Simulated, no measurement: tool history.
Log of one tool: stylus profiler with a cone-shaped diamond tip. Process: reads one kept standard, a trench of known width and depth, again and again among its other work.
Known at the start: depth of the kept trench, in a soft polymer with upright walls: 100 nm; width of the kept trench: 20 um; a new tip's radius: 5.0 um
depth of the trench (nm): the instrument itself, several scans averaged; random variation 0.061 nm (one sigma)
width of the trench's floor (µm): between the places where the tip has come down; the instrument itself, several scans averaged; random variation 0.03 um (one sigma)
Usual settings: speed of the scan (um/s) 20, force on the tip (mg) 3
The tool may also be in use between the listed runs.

run,hour,speed of the scan (um/s),force on the tip (mg),depth of the trench (nm),width of the trench's floor (µm)
1,0,20,3,101.74,17.79
2,24.6,20,3,101.74,17.76
3,47.2,20,3,101.66,17.74
4,81.7,6,3,101.66,17.79
5,109.2,6,3,101.76,17.82
6,162.7,6,3,101.71,17.75
7,202.5,6,3,101.68,17.78
8,256,9,3,101.64,17.7
9,286.4,9,3,101.61,17.71
10,309.3,9,3,101.71,17.71
11,354.6,9,3,101.69,17.69
12,379.9,9,3,101.62,17.62
13,419.9,9,3,101.64,17.64
14,451.4,9,3,101.56,17.66
15,504.7,9,3,101.6,17.64
16,557.8,9,3,101.44,17.59
17,606.7,20,4.06,102,17.57
18,638.9,20,3,101.46,17.52
19,685.8,20,3,101.56,17.55
20,731.4,20,3,101.47,17.48
21,775.4,20,3,101.49,17.49
22,826.2,20,2.23,101.18,17.45
23,881,20,2.23,101.07,17.38
24,914.2,6,3,101.83,17.47
25,958.1,9,5.48,102.71,17.48
26,983.9,9,8.3,103.49,17.48
27,1009.6,15,2.59,101.58,17.39
28,1032.6,52,1.36,101.05,17.14
29,1058.1,10,1.36,100.94,17.37
30,1106.5,12,2.05,101.45,17.35
31,1134.3,12,2.05,101.44,17.36
32,1168.1,13,1.19,100.86,17.38
33,1204.1,13,1.19,100.81,17.3
34,1243.4,12,1.77,101.24,17.33
35,1269.6,35,1.6,101.12,17.18
36,1294.4,6,3,101.66,17.35
37,1330.1,6,3,101.67,17.28
38,1374.1,35,6.14,102.75,17.25
39,1396.7,7,1.17,100.95,17.3
40,1428,7,1.17,100.73,17.26
41,1474.9,7,1.17,100.81,17.29
42,1498,20,3.06,101.6,17.21
43,1538.7,52,1.16,100.75,16.96
44,1571.2,52,1.16,100.83,16.84
45,1596.9,43,8.09,103.24,17.13

Not shown: 2 entries that the log had between the listed runs. Between which runs, and how does the tool's hidden state differ before and after?
Between runs 17 and 18: height scale calibrated on a step standard (hour 609.9)
  radius of the tip, um: 7.17 -> 7.24; height scale over the true one, %: -0.193 -> -0.289
  measured less the result without the state, depth of the trench (nm): -0.2 -> -0.29; width of the trench's floor (µm): -0.39 -> -0.41
Between runs 23 and 24: height scale calibrated on a step standard, once more (hour 910.9)
  radius of the tip, um: 7.79 -> 7.86; height scale over the true one, %: -0.344 -> -0.007
  measured less the result without the state, depth of the trench (nm): -0.35 -> +0; width of the trench's floor (µm): -0.5 -> -0.51
